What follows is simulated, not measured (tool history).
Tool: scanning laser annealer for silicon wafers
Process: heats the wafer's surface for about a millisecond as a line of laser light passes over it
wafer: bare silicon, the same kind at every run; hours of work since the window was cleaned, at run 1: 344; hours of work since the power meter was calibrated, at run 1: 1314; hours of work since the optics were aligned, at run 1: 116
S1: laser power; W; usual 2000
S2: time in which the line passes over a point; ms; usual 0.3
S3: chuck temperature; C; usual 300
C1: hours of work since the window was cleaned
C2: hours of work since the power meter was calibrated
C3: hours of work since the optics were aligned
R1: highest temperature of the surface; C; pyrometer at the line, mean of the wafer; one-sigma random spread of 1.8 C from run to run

Run 1, hour 0: usual settings; C1 344; C2 1314; C3 116. Result: R1 1055 C.
Run 2, hour 36.9: usual settings but S1 2120 W; C1 362; C2 1331; C3 134. Result: R1 1097 C.
Run 3, hour 86.5: usual settings but S1 2120 W, S3 281 C; C1 386; C2 1355; C3 158. Result: R1 1078 C.
Run 4, hour 119.7: usual settings but S3 338 C; C1 402; C2 1371; C3 174. Result: R1 1093 C.
Run 5, hour 195.1: usual settings; C1 439; C2 1408; C3 210. Result: R1 1050 C.
Run 6, hour 250.4: usual settings; C1 465; C2 1435; C3 237. Result: R1 1053 C.
Run 7, hour 318.8: usual settings but S1 1819 W; C1 498; C2 1468; C3 270. Result: R1 984 C.
Run 8, hour 362.2: usual settings but S1 1819 W; C1 519; C2 1489; C3 291. Result: R1 985 C.
Run 9, hour 429.4: usual settings but S1 1819 W; C1 552; C2 1521; C3 324. Result: R1 986 C.
Run 10, hour 488.8: usual settings; C1 581; C2 1550; C3 353. Result: R1 1042 C.
Run 11, hour 526.8: usual settings; C1 599; C2 1568; C3 371. Result: R1 1045 C.
At hour 557.3: window over the wafer cleaned.
Run 12, hour 580: usual settings; C1 11; C2 1593; C3 396. Result: R1 1071 C.
Run 13, hour 625.7: usual settings; C1 33; C2 1615; C3 418. Result: R1 1071 C.
Run 14, hour 676: usual settings; C1 57; C2 1640; C3 442. Result: R1 1069 C.
Run 15, hour 737.3: usual settings; C1 87; C2 1669; C3 472. Result: R1 1066 C.
Run 16, hour 781.8: usual settings but S2 0.268 ms; C1 109; C2 1691; C3 493. Result: R1 1020 C.
Run 17, hour 826.9: usual settings but S2 0.268 ms; C1 131; C2 1713; C3 515. Result: R1 1018 C.
Run 18, hour 858.4: usual settings; C1 146; C2 1728; C3 530. Result: R1 1063 C.
Run 19, hour 911.8: usual settings; C1 172; C2 1754; C3 556. Result: R1 1061 C.
Run 20, hour 944.8: usual settings but S2 0.222 ms; C1 188; C2 1770; C3 572. Result: R1 941 C.
Run 21, hour 1012.4: usual settings but S2 0.222 ms; C1 220; C2 1803; C3 605. Result: R1 938 C.
Run 22, hour 1065.7: usual settings but S1 1963 W, S2 0.247 ms, S3 287 C; C1 246; C2 1828; C3 631. Result: R1 956 C.
Run 23, hour 1103.8: usual settings but S1 1916 W, S2 0.259 ms, S3 305 C; C1 265; C2 1847; C3 649. Result: R1 977 C.
Run 24, hour 1137.1: usual settings but S1 1916 W, S2 0.259 ms, S3 305 C; C1 281; C2 1863; C3 665. Result: R1 973 C.
Run 25, hour 1206.7: usual settings but S1 1916 W, S2 0.259 ms, S3 305 C; C1 314; C2 1897; C3 699. Result: R1 973 C.
At hour 1263.4: optics aligned, line set to its width.
Run 26, hour 1283.8: usual settings but S1 1916 W, S2 0.259 ms, S3 305 C; C1 349; C2 1931; C3 10. Result: R1 977 C.
Run 27, hour 1348.6: usual settings but S1 1916 W, S2 0.259 ms, S3 305 C; C1 381; C2 1963; C3 41. Result: R1 974 C.
Run 28, hour 1387.1: usual settings but S1 1744 W, S2 0.285 ms, S3 302 C; C1 399; C2 1981; C3 60. Result: R1 951 C.
Run 29, hour 1432.6: usual settings but S1 1744 W, S2 0.287 ms, S3 261 C; C1 421; C2 2003; C3 82. Result: R1 911 C.
Run 30, hour 1475.9: usual settings but S2 0.267 ms; C1 442; C2 2024; C3 103. Result: R1 1002 C.
Run 31, hour 1518.7: usual settings but S2 0.267 ms; C1 463; C2 2045; C3 124. Result: R1 1005 C.
Run 32, hour 1568: usual settings but S2 0.267 ms; C1 487; C2 2069; C3 147. Result: R1 1001 C.
Run 33, hour 1601.9: usual settings but S2 0.226 ms, S3 282 C; C1 503; C2 2085; C3 164. Result: R1 918 C.
Run 34, hour 1634.9: usual settings but S2 0.226 ms, S3 282 C; C1 519; C2 2101; C3 180. Result: R1 919 C.
Run 35, hour 1670.2: usual settings but S1 1775 W, S2 0.226 ms, S3 282 C; C1 536; C2 2119; C3 197. Result: R1 851 C.
Run 36, hour 1704.4: usual settings but S1 1960 W, S2 0.34 ms, S3 329 C; C1 553; C2 2135; C3 213. Result: R1 1114 C.
Run 37, hour 1758.5: usual settings but S1 1960 W, S2 0.34 ms, S3 329 C; C1 579; C2 2161; C3 240. Result: R1 1114 C.
Run 38, hour 1821.9: usual settings but S3 274 C; C1 610; C2 2192; C3 270. Result: R1 1016 C.

What if the next run were any one of these 5? Each begins from the tool's condition after run 38:
At hour 1830.9: window over the wafer cleaned.
Run A, hour 1893.1: usual settings but S1 2152 W, S3 286 C; C1 30; C2 2225; C3 304. Result: R1 ?.
At hour 1830.9: window over the wafer cleaned.
Run B, hour 1893.1: usual settings but S3 330 C; C1 30; C2 2225; C3 304. Result: R1 ?.
At hour 1830.9: window over the wafer cleaned.
Run C, hour 1893.1: usual settings but S2 0.322 ms, S3 278 C; C1 30; C2 2225; C3 304. Result: R1 ?.
At hour 1830.9: window over the wafer cleaned.
Run D, hour 1893.1: usual settings but S1 1891 W, S3 290 C; C1 30; C2 2225; C3 304. Result: R1 ?.
At hour 1830.9: window over the wafer cleaned.
Run E, hour 1893.1: usual settings but S2 0.282 ms, S3 304 C; C1 30; C2 2225; C3 304. Result: R1 ?.

run    R1
  A  1109
  B  1098
  C  1080
  D  1021
  E  1048
Take away the tool's hidden state, keep each run's random variation, and the runs would have read:
run    R1
  A  1117
  B  1107
  C  1089
  D  1029
  E  1056
